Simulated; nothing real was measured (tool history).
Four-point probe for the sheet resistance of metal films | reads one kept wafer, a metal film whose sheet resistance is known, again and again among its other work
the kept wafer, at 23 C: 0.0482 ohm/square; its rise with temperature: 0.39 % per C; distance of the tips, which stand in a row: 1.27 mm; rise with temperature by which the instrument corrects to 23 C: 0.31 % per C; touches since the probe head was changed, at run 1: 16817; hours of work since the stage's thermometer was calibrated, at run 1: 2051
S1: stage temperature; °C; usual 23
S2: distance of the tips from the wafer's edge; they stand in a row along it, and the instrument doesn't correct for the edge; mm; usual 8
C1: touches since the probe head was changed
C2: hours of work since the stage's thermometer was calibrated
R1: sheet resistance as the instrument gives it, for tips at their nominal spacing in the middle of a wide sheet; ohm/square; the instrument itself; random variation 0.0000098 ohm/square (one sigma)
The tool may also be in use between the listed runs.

{"run": 1, "hour": 0.0, "S1": 23, "S2": 8, "C1": 16817, "C2": 2051, "R1": 0.048568}
{"run": 2, "hour": 18.4, "S1": 23, "S2": 8, "C1": 17184, "C2": 2062, "R1": 0.04857}
{"run": 3, "hour": 40.9, "S1": 23, "S2": 8, "C1": 17636, "C2": 2076, "R1": 0.048574}
{"run": 4, "hour": 61.3, "S1": 18, "S2": 8, "C1": 18044, "C2": 2089, "R1": 0.048382}
{"run": 5, "hour": 75.2, "S1": 23, "S2": 8, "C1": 18320, "C2": 2097, "R1": 0.048563}
{"run": 6, "hour": 96.6, "S1": 23, "S2": 10, "C1": 18749, "C2": 2110, "R1": 0.048355}
{"run": 7, "hour": 116.7, "S1": 23, "S2": 8, "C1": 19151, "C2": 2122, "R1": 0.048567}
{"run": 8, "hour": 133.1, "S1": 23, "S2": 8, "C1": 19479, "C2": 2132, "R1": 0.048584}
{"run": 9, "hour": 152.3, "S1": 23, "S2": 8, "C1": 19863, "C2": 2144, "R1": 0.048558}
{"run": 10, "hour": 170.4, "S1": 23, "S2": 8, "C1": 20225, "C2": 2155, "R1": 0.048565}
{"hour": 173.1, "done": "stage's thermometer calibrated"}
{"run": 11, "hour": 183.5, "S1": 30, "S2": 8, "C1": 20478, "C2": 6, "R1": 0.048795}
{"run": 12, "hour": 196.6, "S1": 26, "S2": 8, "C1": 20740, "C2": 14, "R1": 0.048654}
{"run": 13, "hour": 214.5, "S1": 26, "S2": 8, "C1": 21097, "C2": 25, "R1": 0.048663}
{"run": 14, "hour": 226.2, "S1": 26, "S2": 8, "C1": 21331, "C2": 32, "R1": 0.048646}
{"run": 15, "hour": 240.1, "S1": 26, "S2": 8, "C1": 21609, "C2": 41, "R1": 0.048651}
{"run": 16, "hour": 251.8, "S1": 26, "S2": 8, "C1": 21842, "C2": 48, "R1": 0.048644}
{"run": 17, "hour": 276.0, "S1": 27, "S2": 4, "C1": 22327, "C2": 63, "R1": 0.050526}
{"run": 18, "hour": 288.9, "S1": 27, "S2": 4, "C1": 22584, "C2": 71, "R1": 0.050524}
{"run": 19, "hour": 304.3, "S1": 23, "S2": 8, "C1": 22892, "C2": 80, "R1": 0.048538}
{"hour": 320.4, "done": "stage's thermometer calibrated, once more"}
{"run": 20, "hour": 322.1, "S1": 18, "S2": 15, "C1": 23239, "C2": 1, "R1": 0.047957}
{"run": 21, "hour": 334.9, "S1": 23, "S2": 11, "C1": 23494, "C2": 9, "R1": 0.048315}
{"run": 22, "hour": 358.9, "S1": 23, "S2": 11, "C1": 23975, "C2": 24, "R1": 0.04832}
{"run": 23, "hour": 369.8, "S1": 22, "S2": 12, "C1": 24193, "C2": 30, "R1": 0.048213}
{"run": 24, "hour": 381.4, "S1": 22, "S2": 12, "C1": 24425, "C2": 37, "R1": 0.048229}
{"run": 25, "hour": 405.6, "S1": 31, "S2": 15, "C1": 24909, "C2": 52, "R1": 0.048427}
{"run": 26, "hour": 420.3, "S1": 31, "S2": 15, "C1": 25203, "C2": 61, "R1": 0.048425}
{"run": 27, "hour": 442.1, "S1": 28, "S2": 5, "C1": 25638, "C2": 74, "R1": 0.049776}
{"run": 28, "hour": 464.2, "S1": 23, "S2": 4, "C1": 26082, "C2": 88, "R1": 0.050445}
{"run": 29, "hour": 478.4, "S1": 23, "S2": 46, "C1": 26366, "C2": 97, "R1": 0.047988}
{"run": 30, "hour": 501.5, "S1": 23, "S2": 46, "C1": 26827, "C2": 111, "R1": 0.047989}
{"run": 31, "hour": 525.2, "S1": 23, "S2": 46, "C1": 27301, "C2": 125, "R1": 0.04801}
{"run": 32, "hour": 537.3, "S1": 22, "S2": 47, "C1": 27542, "C2": 133, "R1": 0.047943}

4 ways to go on from here, each from the tool as it stands after run 32. What would each give?
{"run": "A", "hour": 552.8, "S1": 20, "S2": 10, "C1": 27852, "C2": 142, "R1": "?"}
{"run": "B", "hour": 552.8, "S1": 24, "S2": 3, "C1": 27852, "C2": 142, "R1": "?"}
{"run": "C", "hour": 552.8, "S1": 28, "S2": 18, "C1": 27852, "C2": 142, "R1": "?"}
{"run": "D", "hour": 552.8, "S1": 29, "S2": 21, "C1": 27852, "C2": 142, "R1": "?"}

run=A R1=0.048269
run=B R1=0.052203
run=C R1=0.048285
run=D R1=0.048269
Without the tool's hidden state the same runs would have given:
run=A R1=0.048493
run=B R1=0.052444
run=C R1=0.048509
run=D R1=0.048493
